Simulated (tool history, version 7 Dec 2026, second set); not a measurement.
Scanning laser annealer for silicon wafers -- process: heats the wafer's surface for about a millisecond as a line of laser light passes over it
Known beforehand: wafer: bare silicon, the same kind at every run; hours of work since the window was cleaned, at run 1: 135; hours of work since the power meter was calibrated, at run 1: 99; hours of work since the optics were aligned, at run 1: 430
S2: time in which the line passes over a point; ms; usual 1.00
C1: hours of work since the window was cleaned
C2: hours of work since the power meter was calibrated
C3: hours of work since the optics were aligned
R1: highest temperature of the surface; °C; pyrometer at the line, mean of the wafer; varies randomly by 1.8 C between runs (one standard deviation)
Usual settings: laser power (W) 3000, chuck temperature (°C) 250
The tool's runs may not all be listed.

{"run": 1, "hour": 0.0, "laser power (W)": 3000, "S2": 1.0, "chuck temperature (°C)": 250, "C1": 135, "C2": 99, "C3": 430, "R1": 953}
{"run": 2, "hour": 19.7, "laser power (W)": 3000, "S2": 1.0, "chuck temperature (°C)": 250, "C1": 147, "C2": 112, "C3": 443, "R1": 949}
{"run": 3, "hour": 58.5, "laser power (W)": 3000, "S2": 1.0, "chuck temperature (°C)": 250, "C1": 172, "C2": 137, "C3": 468, "R1": 947}
{"run": 4, "hour": 88.9, "laser power (W)": 3000, "S2": 1.0, "chuck temperature (°C)": 250, "C1": 192, "C2": 156, "C3": 487, "R1": 948}
{"run": 5, "hour": 106.6, "laser power (W)": 3000, "S2": 1.0, "chuck temperature (°C)": 258, "C1": 203, "C2": 167, "C3": 499, "R1": 954}
{"run": 6, "hour": 128.9, "laser power (W)": 3000, "S2": 1.0, "chuck temperature (°C)": 258, "C1": 217, "C2": 182, "C3": 513, "R1": 954}
{"run": 7, "hour": 162.6, "laser power (W)": 2708, "S2": 1.0, "chuck temperature (°C)": 258, "C1": 239, "C2": 203, "C3": 534, "R1": 871}
{"run": 8, "hour": 196.0, "laser power (W)": 2708, "S2": 1.0, "chuck temperature (°C)": 258, "C1": 260, "C2": 225, "C3": 556, "R1": 867}
{"run": 9, "hour": 229.6, "laser power (W)": 2708, "S2": 1.0, "chuck temperature (°C)": 258, "C1": 282, "C2": 246, "C3": 577, "R1": 865}
{"run": 10, "hour": 266.6, "laser power (W)": 2708, "S2": 1.0, "chuck temperature (°C)": 258, "C1": 306, "C2": 270, "C3": 601, "R1": 866}
{"run": 11, "hour": 305.1, "laser power (W)": 2708, "S2": 1.0, "chuck temperature (°C)": 258, "C1": 330, "C2": 294, "C3": 626, "R1": 864}
{"run": 12, "hour": 333.7, "laser power (W)": 3158, "S2": 1.08, "chuck temperature (°C)": 217, "C1": 348, "C2": 313, "C3": 644, "R1": 983}
{"run": 13, "hour": 353.0, "laser power (W)": 3119, "S2": 0.72, "chuck temperature (°C)": 247, "C1": 361, "C2": 325, "C3": 656, "R1": 844}
{"run": 14, "hour": 394.5, "laser power (W)": 3287, "S2": 1.09, "chuck temperature (°C)": 256, "C1": 387, "C2": 352, "C3": 683, "R1": 1063}
{"run": 15, "hour": 414.5, "laser power (W)": 3287, "S2": 1.09, "chuck temperature (°C)": 256, "C1": 400, "C2": 364, "C3": 696, "R1": 1060}
{"run": 16, "hour": 450.1, "laser power (W)": 3287, "S2": 1.09, "chuck temperature (°C)": 256, "C1": 423, "C2": 387, "C3": 719, "R1": 1062}
{"run": 17, "hour": 474.8, "laser power (W)": 3073, "S2": 0.93, "chuck temperature (°C)": 253, "C1": 439, "C2": 403, "C3": 734, "R1": 927}
{"run": 18, "hour": 502.4, "laser power (W)": 3073, "S2": 0.93, "chuck temperature (°C)": 253, "C1": 457, "C2": 421, "C3": 752, "R1": 926}

Below are 3 alternative next runs, each starting from the tool's condition after run 18. Predict each:
{"run": "A", "hour": 520.2, "laser power (W)": 3000, "S2": 0.74, "chuck temperature (°C)": 250, "C1": 468, "C2": 432, "C3": 763, "R1": "?"}
{"run": "B", "hour": 520.2, "laser power (W)": 2728, "S2": 1.0, "chuck temperature (°C)": 250, "C1": 468, "C2": 432, "C3": 763, "R1": "?"}
{"run": "C", "hour": 520.2, "laser power (W)": 3176, "S2": 1.2, "chuck temperature (°C)": 253, "C1": 468, "C2": 432, "C3": 763, "R1": "?"}

run=A R1=823
run=B R1=857
run=C R1=1067
With the hidden condition removed and each run's random variation left untouched, the same runs would have given:
run=A R1=852
run=B R1=887
run=C R1=1108
